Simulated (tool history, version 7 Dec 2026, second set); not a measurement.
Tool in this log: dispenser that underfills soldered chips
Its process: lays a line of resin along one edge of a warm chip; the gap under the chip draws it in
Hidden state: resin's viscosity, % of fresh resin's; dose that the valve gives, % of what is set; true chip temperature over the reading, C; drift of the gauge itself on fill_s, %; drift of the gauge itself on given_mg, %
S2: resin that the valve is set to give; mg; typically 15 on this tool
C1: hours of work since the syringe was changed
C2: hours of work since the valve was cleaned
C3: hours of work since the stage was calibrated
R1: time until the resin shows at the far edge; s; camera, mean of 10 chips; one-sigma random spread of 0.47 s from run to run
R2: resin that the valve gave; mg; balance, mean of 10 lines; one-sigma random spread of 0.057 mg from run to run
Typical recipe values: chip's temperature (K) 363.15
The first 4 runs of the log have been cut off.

At day 1.625: new syringe of resin.
Run 5, day 1.758: usual settings but S2 19.4 mg; C1 2; C2 73; C3 32. Result: R1 37.5 s, R2 18.31 mg.
At day 2: dispensing valve cleaned and set on the balance.
At day 2.062: new syringe of resin.
Run 6, day 2.133: usual settings but S2 19.4 mg; C1 1; C2 2; C3 37. Result: R1 37.1 s, R2 19.37 mg.
At day 2.454: new syringe of resin.
Run 7, day 2.512: usual settings but S2 19.4 mg; C1 1; C2 7; C3 43. Result: R1 35.9 s, R2 19.25 mg.
At day 2.858: new syringe of resin.
Run 8, day 2.888: usual settings but S2 19.4 mg; C1 0; C2 13; C3 48. Result: R1 36.6 s, R2 19.32 mg.
At day 3.275: new syringe of resin.
Run 9, day 3.538: usual settings; C1 4; C2 22; C3 57. Result: R1 40.4 s, R2 14.78 mg.
At day 3.683: new syringe of resin.
Run 10, day 4.017: usual settings; C1 5; C2 29; C3 64. Result: R1 42.3 s, R2 14.64 mg.
At day 4.079: new syringe of resin.
At day 4.467: new syringe of resin.
Run 11, day 4.667: usual settings but S2 14.9 mg; C1 3; C2 38; C3 74. Result: R1 39.3 s, R2 14.56 mg.
At day 4.883: new syringe of resin.
Run 12, day 5.088: usual settings but S2 14.9 mg; C1 3; C2 44; C3 80. Result: R1 40.6 s, R2 14.49 mg.
At day 5.304: new syringe of resin.
Run 13, day 5.488: usual settings but S2 14.9 mg; C1 3; C2 50; C3 85. Result: R1 39.9 s, R2 14.31 mg.
At day 5.7: new syringe of resin.
At day 6.088: new syringe of resin.
Run 14, day 6.088: usual settings but S2 14.9 mg; C1 0; C2 59; C3 94. Result: R1 36.8 s, R2 14.33 mg.
At day 6.488: new syringe of resin.
Run 15, day 6.7: usual settings but chip's temperature (K) 362.15; C1 3; C2 67; C3 103. Result: R1 42.2 s, R2 14.25 mg.
At day 6.888: new syringe of resin.
At day 7.288: new syringe of resin.
Run 16, day 7.288: usual settings but chip's temperature (K) 362.15, S2 18.6 mg; C1 0; C2 76; C3 111. Result: R1 38.4 s, R2 17.49 mg.
At day 7.362: dispensing valve cleaned and set on the balance.
At day 7.721: new syringe of resin.
Run 17, day 7.796: usual settings but chip's temperature (K) 374.15; C1 1; C2 6; C3 118. Result: R1 23.8 s, R2 14.92 mg.
Run 18, day 8.083: usual settings but chip's temperature (K) 352.15, S2 19.1 mg; C1 5; C2 11; C3 122. Result: R1 68.3 s, R2 18.88 mg.
At day 8.129: new syringe of resin.
At day 8.542: new syringe of resin.
Run 19, day 8.683: usual settings but chip's temperature (K) 352.15, S2 19.1 mg; C1 2; C2 19; C3 131. Result: R1 60.9 s, R2 18.93 mg.

Estimate the outcome of run 20 from the log above:
At day 8.962: new syringe of resin.
Run 20, day 9.275: usual settings but chip's temperature (K) 366.15, S2 17 mg; C1 5; C2 28; C3 139. Result: R1 ?, R2 ?.

{"run 20": {"R1": 37.5, "R2": 16.75}}
Had the tool carried no hidden state, the very same run would have given R1 31.4 s, R2 17.07 mg.
